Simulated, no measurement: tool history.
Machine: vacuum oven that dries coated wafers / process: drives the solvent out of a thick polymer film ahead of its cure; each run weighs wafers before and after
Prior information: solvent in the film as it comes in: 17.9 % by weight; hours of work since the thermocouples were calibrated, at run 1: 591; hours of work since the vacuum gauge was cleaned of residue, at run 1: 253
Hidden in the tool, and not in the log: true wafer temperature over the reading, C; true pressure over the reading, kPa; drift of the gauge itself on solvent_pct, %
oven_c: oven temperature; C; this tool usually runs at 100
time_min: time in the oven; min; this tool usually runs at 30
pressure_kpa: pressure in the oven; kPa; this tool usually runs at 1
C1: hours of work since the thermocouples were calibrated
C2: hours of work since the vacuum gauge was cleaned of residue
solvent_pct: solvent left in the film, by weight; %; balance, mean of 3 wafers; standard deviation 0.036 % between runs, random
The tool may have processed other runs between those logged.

run 1 hour=0 | oven_c=100 time_min=30 pressure_kpa=1 | C1=591 C2=253 | solvent_pct=2.85
run 2 hour=27.4 | oven_c=100 time_min=30 pressure_kpa=1 | C1=603 C2=266 | solvent_pct=2.89
run 3 hour=41.8 | oven_c=100 time_min=30 pressure_kpa=1 | C1=610 C2=273 | solvent_pct=2.88
run 4 hour=63.6 | oven_c=100 time_min=30 pressure_kpa=1 | C1=620 C2=283 | solvent_pct=2.94
run 5 hour=90.1 | oven_c=100 time_min=30 pressure_kpa=1 | C1=632 C2=295 | solvent_pct=2.98
run 6 hour=101.8 | oven_c=100 time_min=30 pressure_kpa=1 | C1=637 C2=300 | solvent_pct=2.98
-- hour=106.3 oven's thermocouples calibrated
run 7 hour=120.7 | oven_c=95 time_min=30 pressure_kpa=1 | C1=7 C2=308 | solvent_pct=4.65
run 8 hour=135.8 | oven_c=108 time_min=30 pressure_kpa=1 | C1=14 C2=315 | solvent_pct=1.26
run 9 hour=160.5 | oven_c=108 time_min=30 pressure_kpa=1 | C1=25 C2=326 | solvent_pct=1.25
run 10 hour=173.2 | oven_c=107 time_min=29 pressure_kpa=1.07 | C1=31 C2=332 | solvent_pct=1.54
run 11 hour=187.2 | oven_c=107 time_min=29 pressure_kpa=1.07 | C1=37 C2=339 | solvent_pct=1.5
-- hour=191.4 oven's thermocouples calibrated, once more
run 12 hour=207.2 | oven_c=107 time_min=24 pressure_kpa=1.07 | C1=7 C2=347 | solvent_pct=1.94
run 13 hour=219.7 | oven_c=107 time_min=24 pressure_kpa=1.07 | C1=13 C2=353 | solvent_pct=1.88
run 14 hour=242.3 | oven_c=104 time_min=24 pressure_kpa=2.54 | C1=23 C2=363 | solvent_pct=3.06
run 15 hour=260.1 | oven_c=107 time_min=30 pressure_kpa=1 | C1=32 C2=371 | solvent_pct=1.15
run 16 hour=281 | oven_c=107 time_min=30 pressure_kpa=1 | C1=41 C2=381 | solvent_pct=1.24
run 17 hour=303.8 | oven_c=107 time_min=30 pressure_kpa=1.08 | C1=52 C2=391 | solvent_pct=1.26

Below are 3 alternative next runs, each starting from the tool's condition after run 17. Predict each:
run A hour=318.3 | oven_c=107 time_min=52 pressure_kpa=0.86 | C1=58 C2=398 | solvent_pct=?
run B hour=318.3 | oven_c=112 time_min=30 pressure_kpa=0.89 | C1=58 C2=398 | solvent_pct=?
run C hour=318.3 | oven_c=100 time_min=30 pressure_kpa=3.47 | C1=58 C2=398 | solvent_pct=?

run=A solvent_pct=0.46
run=B solvent_pct=0.66
run=C solvent_pct=3.71
With no hidden state in the tool, these same runs would have given:
run=A solvent_pct=0.4
run=B solvent_pct=0.61
run=C solvent_pct=3.67
